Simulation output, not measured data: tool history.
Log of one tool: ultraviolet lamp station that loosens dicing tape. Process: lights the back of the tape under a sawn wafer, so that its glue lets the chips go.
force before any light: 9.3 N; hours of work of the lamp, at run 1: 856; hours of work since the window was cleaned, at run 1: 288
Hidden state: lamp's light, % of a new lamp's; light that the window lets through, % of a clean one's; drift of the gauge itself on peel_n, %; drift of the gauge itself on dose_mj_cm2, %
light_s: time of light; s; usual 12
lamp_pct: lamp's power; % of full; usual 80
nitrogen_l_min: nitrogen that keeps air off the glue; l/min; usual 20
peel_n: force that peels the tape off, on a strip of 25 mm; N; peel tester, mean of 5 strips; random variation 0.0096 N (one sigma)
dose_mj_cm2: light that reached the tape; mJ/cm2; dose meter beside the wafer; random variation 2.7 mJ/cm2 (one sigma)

| run | hour | light_s | lamp_pct | nitrogen_l_min | hours of work of the lamp | hours of work since the window was cleaned | peel_n | dose_mj_cm2 |
|---|---|---|---|---|---|---|---|---|
| 1 | 0.0 | 12 | 80 | 20 | 856 | 288 | 0.664 | 293 |
| 2 | 47.9 | 12 | 80 | 20 | 878 | 310 | 0.667 | 289 |
| 3 | 91.0 | 12 | 80 | 20 | 898 | 330 | 0.661 | 288 |
| 4 | 136.3 | 12 | 80 | 20 | 918 | 350 | 0.689 | 286 |
| 5 | 187.1 | 12 | 80 | 20 | 942 | 373 | 0.749 | 280 |
|  | 192.2 | window cleaned of glue's vapour |
| 6 | 217.3 | 12 | 80 | 20 | 955 | 11 | 0.710 | 266 |
| 7 | 247.2 | 12 | 80 | 20 | 969 | 25 | 0.809 | 267 |
| 8 | 273.2 | 12 | 80 | 20 | 981 | 37 | 0.795 | 267 |
| 9 | 321.0 | 12 | 80 | 20 | 1002 | 59 | 0.793 | 265 |
| 10 | 349.2 | 9 | 69 | 20 | 1015 | 71 | 1.809 | 169 |
|  | 388.9 | window cleaned of glue's vapour, once more |
| 11 | 393.7 | 9 | 69 | 24 | 1035 | 2 | 1.346 | 188 |
| 12 | 442.1 | 14 | 94 | 7 | 1057 | 24 | 0.701 | 408 |
| 13 | 489.9 | 12 | 76 | 10 | 1079 | 46 | 1.099 | 272 |
| 14 | 528.2 | 12 | 70 | 15 | 1097 | 63 | 1.040 | 256 |
| 15 | 563.5 | 21 | 82 | 14 | 1113 | 80 | 0.284 | 520 |
| 16 | 612.1 | 11 | 80 | 14 | 1135 | 102 | 1.018 | 264 |
| 17 | 667.1 | 8 | 74 | 29 | 1160 | 127 | 1.398 | 176 |
| 18 | 701.7 | 19 | 86 | 8 | 1176 | 142 | 0.460 | 482 |

4 ways to go on from here, each from the tool as it stands after run 18. What would each give?
| A | 739.2 | 22 | 80 | 7 | 1193 | 160 | ? | ? |
| B | 739.2 | 12 | 81 | 17 | 1193 | 160 | ? | ? |
| C | 739.2 | 19 | 76 | 8 | 1193 | 160 | ? | ? |
| D | 739.2 | 9 | 81 | 20 | 1193 | 160 | ? | ? |

| run | peel_n | dose_mj_cm2 |
|---|---|---|
| A | 0.435 | 514 |
| B | 0.756 | 284 |
| C | 0.565 | 422 |
| D | 1.268 | 207 |
Without the tool's hidden state the same runs would have given:
| run | peel_n | dose_mj_cm2 |
|---|---|---|
| A | 0.277 | 670 |
| B | 0.436 | 370 |
| C | 0.333 | 551 |
| D | 0.750 | 271 |
